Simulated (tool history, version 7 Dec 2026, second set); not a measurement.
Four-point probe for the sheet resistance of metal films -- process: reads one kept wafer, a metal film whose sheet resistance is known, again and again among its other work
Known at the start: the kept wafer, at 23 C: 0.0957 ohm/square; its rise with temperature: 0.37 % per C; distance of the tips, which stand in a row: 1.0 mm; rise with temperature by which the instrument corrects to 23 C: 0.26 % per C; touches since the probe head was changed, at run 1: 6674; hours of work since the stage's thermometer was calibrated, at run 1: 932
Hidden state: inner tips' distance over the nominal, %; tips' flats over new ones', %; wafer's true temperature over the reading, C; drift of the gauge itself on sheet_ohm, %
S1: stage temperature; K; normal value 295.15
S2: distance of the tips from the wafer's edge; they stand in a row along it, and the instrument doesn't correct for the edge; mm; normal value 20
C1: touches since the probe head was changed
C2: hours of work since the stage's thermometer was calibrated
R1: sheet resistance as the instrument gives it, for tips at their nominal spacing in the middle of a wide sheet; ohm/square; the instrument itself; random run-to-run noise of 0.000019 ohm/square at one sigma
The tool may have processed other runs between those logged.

run 1 hour=0.0 | S1=295.15 S2=20 | C1=6674 C2=932 | R1=0.096289
run 2 hour=39.2 | S1=295.15 S2=20 | C1=7997 C2=961 | R1=0.096314
run 3 hour=93.1 | S1=295.15 S2=4 | C1=9811 C2=1001 | R1=0.099340
run 4 hour=157.5 | S1=295.15 S2=4 | C1=11981 C2=1048 | R1=0.099307
run 5 hour=203.3 | S1=295.15 S2=4 | C1=13524 C2=1082 | R1=0.099366
run 6 hour=275.9 | S1=295.15 S2=4 | C1=15974 C2=1136 | R1=0.099349
run 7 hour=324.1 | S1=295.15 S2=4 | C1=17597 C2=1172 | R1=0.099374
run 8 hour=355.3 | S1=295.15 S2=4 | C1=18647 C2=1195 | R1=0.099373
run 9 hour=416.8 | S1=295.15 S2=20 | C1=20719 C2=1240 | R1=0.096371
run 10 hour=476.6 | S1=295.15 S2=20 | C1=22737 C2=1284 | R1=0.096402
run 11 hour=540.5 | S1=295.15 S2=3 | C1=24887 C2=1332 | R1=0.101697
run 12 hour=579.1 | S1=295.15 S2=3 | C1=26191 C2=1360 | R1=0.101703
run 13 hour=634.2 | S1=295.15 S2=9 | C1=28048 C2=1401 | R1=0.096903
run 14 hour=684.6 | S1=300.15 S2=12 | C1=29744 C2=1438 | R1=0.097182
run 15 hour=734.3 | S1=293.15 S2=70 | C1=31418 C2=1475 | R1=0.096104
run 16 hour=770.6 | S1=293.15 S2=70 | C1=32642 C2=1502 | R1=0.096083
run 17 hour=826.2 | S1=293.15 S2=20 | C1=34515 C2=1543 | R1=0.096244
run 18 hour=870.5 | S1=293.15 S2=25 | C1=36010 C2=1576 | R1=0.096174
run 19 hour=939.2 | S1=295.15 S2=52 | C1=38324 C2=1626 | R1=0.096370
run 20 hour=1001.0 | S1=295.15 S2=52 | C1=40408 C2=1672 | R1=0.096343
run 21 hour=1051.7 | S1=295.15 S2=52 | C1=42117 C2=1710 | R1=0.096347
run 22 hour=1098.6 | S1=296.15 S2=27 | C1=43697 C2=1744 | R1=0.096553
run 23 hour=1161.8 | S1=292.15 S2=4 | C1=45827 C2=1791 | R1=0.099179
run 24 hour=1194.2 | S1=292.15 S2=4 | C1=46919 C2=1815 | R1=0.099222
run 25 hour=1249.4 | S1=292.15 S2=4 | C1=48779 C2=1856 | R1=0.099208

Below, each run's measurement less what the same run would have read without the hidden state. Both values contain the same run-to-run variation, but the gauge's scatter may not be the same in both:
run=1 R1=+0.000588
run=2 R1=+0.000595
run=3 R1=+0.000621
run=4 R1=+0.000632
run=5 R1=+0.000640
run=6 R1=+0.000652
run=7 R1=+0.000660
run=8 R1=+0.000665
run=9 R1=+0.000657
run=10 R1=+0.000666
run=11 R1=+0.000710
run=12 R1=+0.000716
run=13 R1=+0.000693
run=14 R1=+0.000707
run=15 R1=+0.000705
run=16 R1=+0.000710
run=17 R1=+0.000722
run=18 R1=+0.000729
run=19 R1=+0.000744
run=20 R1=+0.000752
run=21 R1=+0.000761
run=22 R1=+0.000771
run=23 R1=+0.000799
run=24 R1=+0.000804
run=25 R1=+0.000812
